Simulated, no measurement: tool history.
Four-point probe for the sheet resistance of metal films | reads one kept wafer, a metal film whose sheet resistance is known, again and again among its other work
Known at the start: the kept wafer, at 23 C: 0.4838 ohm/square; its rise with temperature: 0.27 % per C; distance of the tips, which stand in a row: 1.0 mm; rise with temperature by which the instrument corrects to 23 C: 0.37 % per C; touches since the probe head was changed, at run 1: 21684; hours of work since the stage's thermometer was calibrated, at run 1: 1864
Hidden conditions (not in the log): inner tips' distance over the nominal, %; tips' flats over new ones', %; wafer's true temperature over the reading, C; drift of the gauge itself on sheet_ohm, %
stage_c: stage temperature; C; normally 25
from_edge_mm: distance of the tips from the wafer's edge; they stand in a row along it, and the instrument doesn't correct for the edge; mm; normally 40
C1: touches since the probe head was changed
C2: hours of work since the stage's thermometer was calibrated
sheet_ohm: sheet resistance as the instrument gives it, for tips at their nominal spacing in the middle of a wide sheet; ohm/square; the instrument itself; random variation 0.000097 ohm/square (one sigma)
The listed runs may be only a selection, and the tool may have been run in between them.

Run 1, hour 0.0: usual settings; C1 21684; C2 1864. Result: sheet_ohm 0.484892 ohm/square.
Run 2, hour 52.5: usual settings but from_edge_mm 34 mm; C1 22531; C2 1890. Result: sheet_ohm 0.484612 ohm/square.
Run 3, hour 148.3: usual settings but from_edge_mm 34 mm; C1 24075; C2 1936. Result: sheet_ohm 0.484792 ohm/square.
Run 4, hour 215.0: usual settings but stage_c 31 C; C1 25149; C2 1968. Result: sheet_ohm 0.482158 ohm/square.
Run 5, hour 306.4: usual settings but stage_c 31 C; C1 26622; C2 2012. Result: sheet_ohm 0.482062 ohm/square.
Run 6, hour 389.1: usual settings but from_edge_mm 70 mm; C1 27956; C2 2052. Result: sheet_ohm 0.484572 ohm/square.
Run 7, hour 458.3: usual settings but from_edge_mm 70 mm; C1 29071; C2 2086. Result: sheet_ohm 0.484492 ohm/square.
Run 8, hour 545.2: usual settings but from_edge_mm 70 mm; C1 30472; C2 2128. Result: sheet_ohm 0.484872 ohm/square.
Run 9, hour 601.0: usual settings but from_edge_mm 70 mm; C1 31371; C2 2155. Result: sheet_ohm 0.485152 ohm/square.
Run 10, hour 666.3: usual settings but from_edge_mm 70 mm; C1 32425; C2 2186. Result: sheet_ohm 0.484757 ohm/square.
Run 11, hour 770.9: usual settings but from_edge_mm 70 mm; C1 34109; C2 2237. Result: sheet_ohm 0.484678 ohm/square.
At hour 869.4: stage's thermometer calibrated.
Run 12, hour 869.4: usual settings but from_edge_mm 70 mm; C1 35690; C2 0. Result: sheet_ohm 0.485420 ohm/square.
Run 13, hour 935.0: usual settings but from_edge_mm 70 mm; C1 36746; C2 32. Result: sheet_ohm 0.485449 ohm/square.
Run 14, hour 988.9: usual settings but from_edge_mm 70 mm; C1 37615; C2 58. Result: sheet_ohm 0.485359 ohm/square.
Run 15, hour 1080.3: usual settings but stage_c 31 C; C1 39089; C2 102. Result: sheet_ohm 0.482755 ohm/square.
Run 16, hour 1166.3: usual settings but stage_c 31 C; C1 40476; C2 144. Result: sheet_ohm 0.482721 ohm/square.
Run 17, hour 1250.5: usual settings but stage_c 31 C; C1 41833; C2 184. Result: sheet_ohm 0.482758 ohm/square.
Run 18, hour 1347.9: usual settings; C1 43402; C2 231. Result: sheet_ohm 0.485467 ohm/square.
Run 19, hour 1450.8: usual settings; C1 45061; C2 281. Result: sheet_ohm 0.485458 ohm/square.
Run 20, hour 1554.9: usual settings; C1 46739; C2 331. Result: sheet_ohm 0.485436 ohm/square.
Run 21, hour 1637.0: usual settings; C1 48062; C2 371. Result: sheet_ohm 0.485744 ohm/square.
Run 22, hour 1718.0: usual settings but stage_c 27 C, from_edge_mm 33 mm; C1 49369; C2 410. Result: sheet_ohm 0.484546 ohm/square.
Run 23, hour 1814.3: usual settings but stage_c 27 C, from_edge_mm 33 mm; C1 50920; C2 457. Result: sheet_ohm 0.484826 ohm/square.
Run 24, hour 1916.4: usual settings but stage_c 29 C, from_edge_mm 22 mm; C1 52567; C2 506. Result: sheet_ohm 0.484065 ohm/square.
Run 25, hour 1972.9: usual settings but stage_c 29 C, from_edge_mm 22 mm; C1 53477; C2 533. Result: sheet_ohm 0.484026 ohm/square.
Run 26, hour 2052.2: usual settings but stage_c 19 C, from_edge_mm 14 mm; C1 54756; C2 572. Result: sheet_ohm 0.489668 ohm/square.
Run 27, hour 2155.5: usual settings but stage_c 21 C, from_edge_mm 14 mm; C1 56420; C2 622. Result: sheet_ohm 0.488849 ohm/square.
Run 28, hour 2229.5: usual settings but stage_c 30 C, from_edge_mm 49 mm; C1 57614; C2 657. Result: sheet_ohm 0.483426 ohm/square.
Run 29, hour 2280.2: usual settings but stage_c 35 C, from_edge_mm 19 mm; C1 58431; C2 682. Result: sheet_ohm 0.481494 ohm/square.
Run 30, hour 2330.4: usual settings but stage_c 20 C, from_edge_mm 4 mm; C1 59241; C2 706. Result: sheet_ohm 0.503847 ohm/square.
Run 31, hour 2401.0: usual settings but stage_c 24 C, from_edge_mm 4 mm; C1 60378; C2 740. Result: sheet_ohm 0.501859 ohm/square.
Run 32, hour 2499.7: usual settings but stage_c 24 C, from_edge_mm 4 mm; C1 61970; C2 788. Result: sheet_ohm 0.501694 ohm/square.
Run 33, hour 2559.6: usual settings but stage_c 32 C; C1 62935; C2 817. Result: sheet_ohm 0.482516 ohm/square.
Run 34, hour 2641.6: usual settings but stage_c 28 C, from_edge_mm 24 mm; C1 64257; C2 857. Result: sheet_ohm 0.484608 ohm/square.
Run 35, hour 2735.3: usual settings but stage_c 33 C; C1 65767; C2 902. Result: sheet_ohm 0.481953 ohm/square.
Run 36, hour 2790.2: usual settings but stage_c 33 C; C1 66652; C2 928. Result: sheet_ohm 0.481936 ohm/square.
Run 37, hour 2885.8: usual settings but stage_c 28 C, from_edge_mm 11 mm; C1 68192; C2 975. Result: sheet_ohm 0.486162 ohm/square.
Run 38, hour 2967.5: usual settings but stage_c 21 C, from_edge_mm 38 mm; C1 69509; C2 1014. Result: sheet_ohm 0.487785 ohm/square.
Run 39, hour 3055.3: usual settings but stage_c 21 C, from_edge_mm 69 mm; C1 70925; C2 1057. Result: sheet_ohm 0.487554 ohm/square.
Run 40, hour 3127.9: usual settings but from_edge_mm 30 mm; C1 72096; C2 1092. Result: sheet_ohm 0.485890 ohm/square.
Run 41, hour 3211.7: usual settings but from_edge_mm 3 mm; C1 73446; C2 1132. Result: sheet_ohm 0.512838 ohm/square.

Some steps in sheet_ohm, run to run, broken into two amounts with sign: the step expected even without the hidden condition (settings, incoming material, random variation), and the rest, left for the hidden condition together with whatever gauge scatter is not in both the measured and the hidden-condition-free result:
Run 11 -> 12: stage's thermometer calibrated. sheet_ohm +0.000742 ohm/square: hidden state +0.000638, all else +0.000104.
Run 29 -> 30: stage_c 35 -> 20, from_edge_mm 19 -> 4. sheet_ohm +0.022353 ohm/square: hidden state +0.000119, all else +0.022234.
Run 32 -> 33: stage_c 24 -> 32, from_edge_mm 4 -> 40. sheet_ohm -0.019178 ohm/square: hidden state -0.000090, all else -0.019088.
Run 40 -> 41: from_edge_mm 30 -> 3. sheet_ohm +0.026948 ohm/square: hidden state +0.000147, all else +0.026801.
